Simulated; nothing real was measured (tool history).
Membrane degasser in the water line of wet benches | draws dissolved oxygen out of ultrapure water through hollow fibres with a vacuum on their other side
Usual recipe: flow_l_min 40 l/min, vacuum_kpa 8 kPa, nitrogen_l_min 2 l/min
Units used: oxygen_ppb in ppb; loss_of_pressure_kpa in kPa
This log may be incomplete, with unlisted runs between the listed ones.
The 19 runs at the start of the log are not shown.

run 20 hour=929.1 | flow_l_min=24 vacuum_kpa=5.04 nitrogen_l_min=4.13 | oxygen_ppb=30.7 loss_of_pressure_kpa=35.79
run 21 hour=964.6 | flow_l_min=42 vacuum_kpa=17.8 nitrogen_l_min=4.44 | oxygen_ppb=330.6 loss_of_pressure_kpa=62.44
run 22 hour=1014.5 | flow_l_min=42 vacuum_kpa=17.8 nitrogen_l_min=4.44 | oxygen_ppb=332.6 loss_of_pressure_kpa=63.17
run 23 hour=1065.9 | flow_l_min=42 vacuum_kpa=17.8 nitrogen_l_min=4.44 | oxygen_ppb=333.9 loss_of_pressure_kpa=63.01
run 24 hour=1111.7 | flow_l_min=47 vacuum_kpa=7.26 nitrogen_l_min=1.16 | oxygen_ppb=340.2 loss_of_pressure_kpa=70.16
run 25 hour=1184.1 | flow_l_min=41 vacuum_kpa=8 nitrogen_l_min=1.03 | oxygen_ppb=386.7 loss_of_pressure_kpa=61.74
run 26 hour=1242 | flow_l_min=40 vacuum_kpa=10.02 nitrogen_l_min=2 | oxygen_ppb=309.5 loss_of_pressure_kpa=59.91
run 27 hour=1285 | flow_l_min=25 vacuum_kpa=14.47 nitrogen_l_min=4.99 | oxygen_ppb=140.8 loss_of_pressure_kpa=37.67
run 28 hour=1345.7 | flow_l_min=25 vacuum_kpa=14.47 nitrogen_l_min=4.99 | oxygen_ppb=140.8 loss_of_pressure_kpa=37.45
run 29 hour=1377.9 | flow_l_min=38 vacuum_kpa=18.78 nitrogen_l_min=3.45 | oxygen_ppb=402.7 loss_of_pressure_kpa=57.25
run 30 hour=1411.2 | flow_l_min=38 vacuum_kpa=18.78 nitrogen_l_min=3.45 | oxygen_ppb=398.9 loss_of_pressure_kpa=57.28
run 31 hour=1470.1 | flow_l_min=38 vacuum_kpa=18.78 nitrogen_l_min=3.45 | oxygen_ppb=402.5 loss_of_pressure_kpa=57.04
-- hour=1473.5 gauge calibrated
run 32 hour=1500.8 | flow_l_min=47 vacuum_kpa=9.25 nitrogen_l_min=2.06 | oxygen_ppb=316.4 loss_of_pressure_kpa=69.64

Here are 3 independent what-if runs from the current tool condition. What would each one return?
run A hour=1544.4 | flow_l_min=44 vacuum_kpa=8.91 nitrogen_l_min=1.01 | oxygen_ppb=? loss_of_pressure_kpa=?
run B hour=1544.4 | flow_l_min=41 vacuum_kpa=8.19 nitrogen_l_min=5.78 | oxygen_ppb=? loss_of_pressure_kpa=?
run C hour=1544.4 | flow_l_min=42 vacuum_kpa=8.42 nitrogen_l_min=1.69 | oxygen_ppb=? loss_of_pressure_kpa=?

run=A oxygen_ppb=485.9 loss_of_pressure_kpa=65.06
run=B oxygen_ppb=101.4 loss_of_pressure_kpa=60.64
run=C oxygen_ppb=291.6 loss_of_pressure_kpa=62.26
Take away the tool's hidden state, keep each run's random variation, and the runs would have read:
run=A oxygen_ppb=485.8 loss_of_pressure_kpa=64.97
run=B oxygen_ppb=101.4 loss_of_pressure_kpa=60.56
run=C oxygen_ppb=291.5 loss_of_pressure_kpa=62.18

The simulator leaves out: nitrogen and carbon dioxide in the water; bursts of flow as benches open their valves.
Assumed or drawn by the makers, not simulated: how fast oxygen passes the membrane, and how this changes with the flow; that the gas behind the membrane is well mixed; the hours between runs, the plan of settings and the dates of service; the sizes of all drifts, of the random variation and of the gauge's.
